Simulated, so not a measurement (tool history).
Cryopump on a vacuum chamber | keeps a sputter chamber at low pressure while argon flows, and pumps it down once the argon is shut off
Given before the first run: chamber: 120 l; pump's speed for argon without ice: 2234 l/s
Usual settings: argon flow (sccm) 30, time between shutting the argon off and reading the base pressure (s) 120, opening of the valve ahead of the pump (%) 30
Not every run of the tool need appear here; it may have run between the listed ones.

run	hour	argon flow (sccm)	time between shutting the argon off and reading the base pressure (s)	opening of the valve ahead of the pump (%)	pressure while argon flows (Pa)	pressure after the wait (uPa)
1	0.0	30	120	30	0.0755	0.56
2	10.7	30	120	30	0.0758	0.55
3	20.1	30	120	33	0.0692	0.56
4	31.9	30	120	33	0.0690	0.56
5	42.3	30	120	33	0.0696	0.55
6	55.4	30	120	33	0.0689	0.53
7	70.7	43	92	18	0.1820	0.63
8	79.5	25	299	46	0.0415	0.46
9	93.5	25	24	46	0.0421	1.46
10	104.5	17	120	30	0.0438	0.54
11	119.5	13	34	23	0.0440	1.12
12	132.5	13	34	23	0.0431	1.10

Some steps in pressure while argon flows (Pa), run to run, broken into two amounts with sign: the step expected even without the hidden condition (settings, incoming material, random variation), and the rest, left for the hidden condition together with whatever gauge scatter is not in both the measured and the hidden-condition-free result:
The hidden state here: pump's speed, % of a pump's without ice; cold plate's temperature, K; leak into the chamber, uPa l/s; drift of the gauge itself on working_pa, %; drift of the gauge itself on base_upa, %.
Run 6 -> 7: argon flow (sccm) 30 -> 43, time between shutting the argon off and reading the base pressure (s) 120 -> 92, opening of the valve ahead of the pump (%) 33 -> 18. pressure while argon flows (Pa) +0.1131: hidden state +0.0003, all else +0.1128.
Run 7 -> 8: argon flow (sccm) 43 -> 25, time between shutting the argon off and reading the base pressure (s) 92 -> 299, opening of the valve ahead of the pump (%) 18 -> 46. pressure while argon flows (Pa) -0.1405: hidden state -0.0003, all else -0.1402.
